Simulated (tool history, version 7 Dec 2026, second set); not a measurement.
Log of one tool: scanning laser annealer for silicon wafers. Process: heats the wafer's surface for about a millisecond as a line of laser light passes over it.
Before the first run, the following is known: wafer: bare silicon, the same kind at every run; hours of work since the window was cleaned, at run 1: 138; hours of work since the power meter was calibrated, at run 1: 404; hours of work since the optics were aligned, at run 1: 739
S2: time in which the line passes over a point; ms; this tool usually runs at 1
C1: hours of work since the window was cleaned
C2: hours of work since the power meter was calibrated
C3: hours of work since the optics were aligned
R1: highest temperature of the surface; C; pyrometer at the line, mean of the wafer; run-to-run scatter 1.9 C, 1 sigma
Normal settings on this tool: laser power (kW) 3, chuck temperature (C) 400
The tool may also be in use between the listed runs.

{"run": 1, "hour": 0.0, "laser power (kW)": 3, "S2": 1, "chuck temperature (C)": 400, "C1": 138, "C2": 404, "C3": 739, "R1": 1112}
{"run": 2, "hour": 9.6, "laser power (kW)": 3, "S2": 1, "chuck temperature (C)": 400, "C1": 144, "C2": 410, "C3": 745, "R1": 1108}
{"run": 3, "hour": 21.7, "laser power (kW)": 3, "S2": 1, "chuck temperature (C)": 428, "C1": 151, "C2": 417, "C3": 752, "R1": 1138}
{"run": 4, "hour": 32.8, "laser power (kW)": 3, "S2": 1, "chuck temperature (C)": 428, "C1": 157, "C2": 423, "C3": 758, "R1": 1140}
{"run": 5, "hour": 46.9, "laser power (kW)": 3.166, "S2": 1, "chuck temperature (C)": 400, "C1": 165, "C2": 431, "C3": 766, "R1": 1157}
{"run": 6, "hour": 64.3, "laser power (kW)": 3.166, "S2": 1, "chuck temperature (C)": 400, "C1": 175, "C2": 441, "C3": 776, "R1": 1161}
{"run": 7, "hour": 82.0, "laser power (kW)": 3, "S2": 1, "chuck temperature (C)": 386, "C1": 186, "C2": 451, "C3": 786, "R1": 1095}
{"run": 8, "hour": 97.4, "laser power (kW)": 3, "S2": 1, "chuck temperature (C)": 386, "C1": 194, "C2": 460, "C3": 795, "R1": 1097}
{"run": 9, "hour": 106.3, "laser power (kW)": 3, "S2": 1, "chuck temperature (C)": 386, "C1": 200, "C2": 465, "C3": 800, "R1": 1097}
{"run": 10, "hour": 123.5, "laser power (kW)": 3, "S2": 1, "chuck temperature (C)": 386, "C1": 209, "C2": 475, "C3": 810, "R1": 1094}
{"run": 11, "hour": 140.7, "laser power (kW)": 3, "S2": 1, "chuck temperature (C)": 400, "C1": 219, "C2": 485, "C3": 820, "R1": 1108}
{"hour": 147.2, "done": "optics aligned, line set to its width"}
{"run": 12, "hour": 167.5, "laser power (kW)": 3, "S2": 1, "chuck temperature (C)": 400, "C1": 232, "C2": 498, "C3": 12, "R1": 1103}
{"run": 13, "hour": 184.2, "laser power (kW)": 2.908, "S2": 0.96, "chuck temperature (C)": 433, "C1": 242, "C2": 507, "C3": 21, "R1": 1097}
{"run": 14, "hour": 204.1, "laser power (kW)": 2.908, "S2": 0.96, "chuck temperature (C)": 433, "C1": 253, "C2": 519, "C3": 33, "R1": 1093}
{"run": 15, "hour": 216.5, "laser power (kW)": 3, "S2": 0.76, "chuck temperature (C)": 400, "C1": 260, "C2": 526, "C3": 40, "R1": 1001}
{"run": 16, "hour": 234.7, "laser power (kW)": 2.71, "S2": 0.7, "chuck temperature (C)": 440, "C1": 271, "C2": 536, "C3": 50, "R1": 947}
{"run": 17, "hour": 248.7, "laser power (kW)": 2.71, "S2": 0.7, "chuck temperature (C)": 440, "C1": 279, "C2": 544, "C3": 58, "R1": 943}
{"run": 18, "hour": 264.3, "laser power (kW)": 2.71, "S2": 0.7, "chuck temperature (C)": 440, "C1": 288, "C2": 553, "C3": 67, "R1": 947}
{"hour": 279.6, "done": "optics aligned, line set to its width, once more"}
{"run": 19, "hour": 288.6, "laser power (kW)": 3.129, "S2": 0.72, "chuck temperature (C)": 402, "C1": 299, "C2": 565, "C3": 5, "R1": 1025}
{"run": 20, "hour": 298.6, "laser power (kW)": 3.194, "S2": 1, "chuck temperature (C)": 433, "C1": 305, "C2": 570, "C3": 11, "R1": 1201}
{"run": 21, "hour": 314.5, "laser power (kW)": 3.194, "S2": 1, "chuck temperature (C)": 433, "C1": 314, "C2": 579, "C3": 20, "R1": 1200}
{"run": 22, "hour": 328.4, "laser power (kW)": 2.566, "S2": 0.7, "chuck temperature (C)": 399, "C1": 322, "C2": 587, "C3": 28, "R1": 876}
{"run": 23, "hour": 343.0, "laser power (kW)": 3.026, "S2": 0.86, "chuck temperature (C)": 393, "C1": 330, "C2": 596, "C3": 37, "R1": 1055}

Alternative continuations, all from the tool just after run 23; predict every row:
{"run": "A", "hour": 362.8, "laser power (kW)": 3.213, "S2": 1.21, "chuck temperature (C)": 437, "C1": 341, "C2": 607, "C3": 48, "R1": "?"}
{"run": "B", "hour": 362.8, "laser power (kW)": 3.026, "S2": 0.86, "chuck temperature (C)": 375, "C1": 341, "C2": 607, "C3": 48, "R1": "?"}
{"run": "C", "hour": 362.8, "laser power (kW)": 2.894, "S2": 1, "chuck temperature (C)": 389, "C1": 341, "C2": 607, "C3": 48, "R1": "?"}
{"run": "D", "hour": 362.8, "laser power (kW)": 3.266, "S2": 0.88, "chuck temperature (C)": 376, "C1": 341, "C2": 607, "C3": 48, "R1": "?"}

run=A R1=1302
run=B R1=1035
run=C R1=1067
run=D R1=1111
Take away the tool's hidden state, keep each run's random variation, and the runs would have read:
run=A R1=1315
run=B R1=1045
run=C R1=1078
run=D R1=1123
